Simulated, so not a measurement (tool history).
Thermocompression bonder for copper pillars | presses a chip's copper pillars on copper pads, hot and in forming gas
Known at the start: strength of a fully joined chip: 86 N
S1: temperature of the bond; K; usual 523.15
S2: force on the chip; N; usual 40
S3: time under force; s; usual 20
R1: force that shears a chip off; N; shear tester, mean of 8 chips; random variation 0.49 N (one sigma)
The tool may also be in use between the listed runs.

run    hour      S1  S2  S3    R1
  1       0  523.15  40  20  51.6
  2    54.5  538.15  40  20  61.9
  3   114.3  523.15  40  20  50.4
  4   156.9  549.15  40  20  67.2
      178.6  -- force cell calibrated
  5   207.7  549.15  40  20  67.2
  6   265.9  523.15  40  27  55.9
  7     295  537.15  40  27  64.4
  8   362.3  537.15  40  27  63.2
  9     403  537.15  40  27  62.8
        420  -- heater calibrated with a thermocouple chip
 10   435.5  523.15  46  20  50.4
      471.8  -- forming gas filter changed
 11   505.2  523.15  46  20  54.7
 12   555.2  523.15  46  17    52
 13   584.4  523.15  46  17  51.5
 14   633.4  531.15  46  17  56.5
 15   694.4  523.15  40  20    50
 16     728  523.15  40  20  48.9
      761.4  -- heater calibrated with a thermocouple chip, once more
 17   791.4  523.15  40  20  53.9
 18   825.1  523.15  40  20  53.9
 19   881.9  503.15  57  28  51.3
 20   930.1  503.15  38  28    42
 21   995.6  523.15  32  43  57.8
 22  1053.9  537.15  30  20  55.3
     1075.7  -- forming gas filter changed
 23  1119.4  537.15  30  20  59.7
 24  1157.3  523.15  38  19  53.4
 25  1217.1  523.15  38  19  53.1
 26  1249.5  523.15  37  60  69.5
 27  1296.1  523.15  37  60  67.4
 28  1342.1  525.15  40  20  55.2
 29  1389.8  525.15  40  20    54
 30  1439.9  525.15  40  20  53.6
 31  1486.2  523.15  38  32    57
 32  1527.6  523.15  38  32    57
 33  1583.8  523.15  38  32  56.6

Forecast each of these 5 alternatives for the next run:
  A  1645.1  545.15  38  32   ?
  B  1645.1  544.15  35  25   ?
  C  1645.1  518.15  37  20   ?
  D  1645.1  500.15  58  42   ?
  E  1645.1  523.15  33  32   ?

run    R1
  A  67.7
  B  63.3
  C  44.9
  D  51.4
  E  53.9
Without the tool's hidden state the same runs would have given:
run    R1
  A  76.8
  B  72.4
  C  52.8
  D  60.2
  E  62.7
